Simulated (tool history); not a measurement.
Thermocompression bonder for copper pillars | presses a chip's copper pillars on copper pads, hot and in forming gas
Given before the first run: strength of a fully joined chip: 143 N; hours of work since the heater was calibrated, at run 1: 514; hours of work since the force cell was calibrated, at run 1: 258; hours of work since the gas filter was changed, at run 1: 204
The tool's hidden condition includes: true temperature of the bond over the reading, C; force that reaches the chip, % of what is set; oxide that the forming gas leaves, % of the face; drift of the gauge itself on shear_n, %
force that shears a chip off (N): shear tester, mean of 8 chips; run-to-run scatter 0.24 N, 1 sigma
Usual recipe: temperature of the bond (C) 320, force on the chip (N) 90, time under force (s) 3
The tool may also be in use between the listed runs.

run   hour  temperature of the bond (C)  force on the chip (N)  time under force (s)  hours of work since the heater was calibrated  hours of work since the force cell was calibrated  hours of work since the gas filter was changed  force that shears a chip off (N)
  1    0.0                          320                     90                     3                                            514                                                258                                             204                              75.1
  2   10.7                          320                     90                     3                                            521                                                265                                             211                              75.3
  3   18.4                          320                     90                     3                                            525                                                270                                             216                              75.2
  4   28.2                          320                     90                     3                                            531                                                276                                             222                              75.2
  5   40.0                          320                     90                     3                                            539                                                283                                             230                              75.0
  6   53.5                          320                     90                     3                                            547                                                292                                             238                              74.8
  7   66.1                          311                     90                     3                                            555                                                300                                             246                              69.8
  8   75.9                          311                     90                     3                                            562                                                306                                             252                              69.9
  9   84.3                          310                     90                     3                                            567                                                311                                             258                              69.3
 10   96.4                          320                     90                     4                                            575                                                319                                             265                              82.2
 11  108.8                          293                     90                     3                                            582                                                327                                             273                              59.8
 12  117.8                          342                     90                     3                                            588                                                332                                             279                              86.4
 13  124.8                          342                     90                     3                                            592                                                337                                             283                              86.8
 14  131.4                          320                     90                     3                                            597                                                341                                             287                              74.6
 15  142.6                          320                     90                     3                                            604                                                348                                             294                              74.3
 16  152.9                          320                     62                     3                                            610                                                355                                             301                              53.3
     162.1  -- forming gas filter changed
 17  163.8                          320                     62                     3                                            617                                                361                                               1                              54.5
 18  176.5                          320                    130                     3                                            625                                                369                                               9                             100.2
 19  189.2                          320                    130                     3                                            633                                                377                                              17                             100.4
     191.5  -- force cell calibrated
 20  200.8                          320                    130                     3                                            639                                                  6                                              23                              99.7
 21  215.7                          320                     69                     5                                            648                                                 15                                              33                              71.5
 22  222.3                          320                     69                     5                                            653                                                 19                                              37                              71.6
 23  230.1                          320                     69                     5                                            658                                                 24                                              42                              71.3
 24  244.8                          320                     69                     5                                            667                                                 34                                              51                              71.3
 25  254.0                          320                     69                     5                                            673                                                 39                                              57                              71.3
 26  262.4                          320                     69                     5                                            678                                                 45                                              62                              71.2
 27  270.4                          320                     66                     2                                            683                                                 50                                              67                              48.4
     276.4  -- force cell calibrated, once more
 28  281.2                          318                     90                     8                                            689                                                  3                                              73                             101.6
 29  291.8                          318                     90                     8                                            696                                                 10                                              80                             101.6
 30  305.1                          318                     90                     8                                            704                                                 18                                              88                             101.3
 31  317.4                          327                    135                     3                                            712                                                 26                                              96                             107.5
 32  327.2                          337                     57                     3                                            718                                                 32                                             102                              59.0
 33  334.2                          337                     57                     3                                            722                                                 36                                             107                              58.7
 34  341.8                          317                     90                     3                                            727                                                 41                                             111                              75.3
 35  356.6                          317                     90                     3                                            736                                                 51                                             121                              75.9
 36  370.4                          320                    101                     3                                            745                                                 59                                             129                              84.5
 37  382.4                          320                    112                     2                                            753                                                 67                                             137                              81.0
 38  391.7                          320                    112                     2                                            759                                                 73                                             143                              81.1
 39  406.4                          320                     66                     3                                            768                                                 82                                             152                              58.6

3 ways to go on from here, each from the tool as it stands after run 39. What would each give?
  A  412.8                          320                     66                     4                                            772                                                 86                                             156                                 ?
  B  412.8                          333                     76                     9                                            772                                                 86                                             156                                 ?
  C  412.8                          318                     66                     8                                            772                                                 86                                             156                                 ?

run  force that shears a chip off (N)
  A                              65.3
  B                             101.2
  C                              81.2
Without the tool's hidden state the same runs would have given:
run  force that shears a chip off (N)
  A                              64.9
  B                             101.2
  C                              80.8

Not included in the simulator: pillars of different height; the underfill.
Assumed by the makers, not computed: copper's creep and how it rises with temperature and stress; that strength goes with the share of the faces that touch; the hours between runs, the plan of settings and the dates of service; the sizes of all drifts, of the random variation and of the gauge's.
